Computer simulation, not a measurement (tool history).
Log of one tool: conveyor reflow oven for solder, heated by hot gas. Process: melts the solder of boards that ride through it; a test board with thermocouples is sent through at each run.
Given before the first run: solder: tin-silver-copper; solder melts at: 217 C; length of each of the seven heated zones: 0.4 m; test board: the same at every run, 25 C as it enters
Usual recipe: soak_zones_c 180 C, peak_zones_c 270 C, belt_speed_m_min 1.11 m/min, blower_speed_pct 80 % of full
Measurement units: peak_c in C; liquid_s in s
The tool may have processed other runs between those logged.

run,hour,soak_zones_c,peak_zones_c,belt_speed_m_min,blower_speed_pct,peak_c,liquid_s
1,0,180,270,1.11,80,256.1,35
2,5.9,180,270,1.11,80,255.9,35.3
3,12.4,180,270,1.11,80,255.8,35.1
4,21.1,194,270,1.11,80,258.1,39.4
5,30.3,194,270,1.11,80,258,39.5
6,38.4,194,270,1.11,80,258,39.3
7,48.1,180,270,1.11,87,256.8,35.6
8,59.4,180,278,1.11,80,262.8,37.6
9,67.3,180,278,1.11,80,262.5,37.4
10,75.2,180,278,1.11,80,262.6,37.3
11,82.2,180,278,1.11,80,262.6,37.5
12,91.3,180,278,1.11,80,262.4,37.4
13,97.7,180,278,1.11,80,262.4,37.4
14,108,180,270,1.11,80,255.6,35.2
15,114.6,180,270,1.11,80,255.5,34.8
16,125.8,178,280,1.01,86,267.7,42.4
17,135.6,173,278,1.11,63,257.5,33.9
18,146.6,173,266,1.11,69,248.5,30.3
19,151.5,180,261,1.11,80,247.5,32.1
20,158.8,177,282,1.09,75,265,38.1
# hour 163.4: belt drive overhauled, speed set with a stopwatch
21,170.2,182,270,1.11,74,254.8,35.1
22,180.3,182,270,1.11,74,254.8,35.3
# hour 187.2: belt drive overhauled, speed set with a stopwatch, once more
23,189.5,183,273,1.05,58,255.6,37
24,194.5,174,272,1.11,80,255.6,33.6
25,204,180,285,1.08,72,267.5,39.4
26,210.3,184,266,1.11,80,252.4,34.5
27,219.5,184,280,1.09,66,262.4,38.6
28,224.8,184,279,1,66,264.2,42.8
29,233.3,171,281,1.06,60,260,35.8
30,243.3,170,267,0.97,80,254.7,37.8

Here are 4 independent what-if runs from the current tool condition. What would each one return?
A,252.5,183,261,1.11,77,?,?
B,252.5,180,270,1.11,75,?,?
C,252.5,172,264,1.17,80,?,?
D,252.5,167,267,0.97,80,?,?

run,peak_c,liquid_s
A,247.3,32
B,253.9,33.9
C,246.4,27.5
D,254.5,37.2
Stripped of hidden state, with their random variation kept, the same runs would have yielded:
run,peak_c,liquid_s
A,247.5,32.3
B,254.2,34.1
C,246.9,27.8
D,254.7,37.4
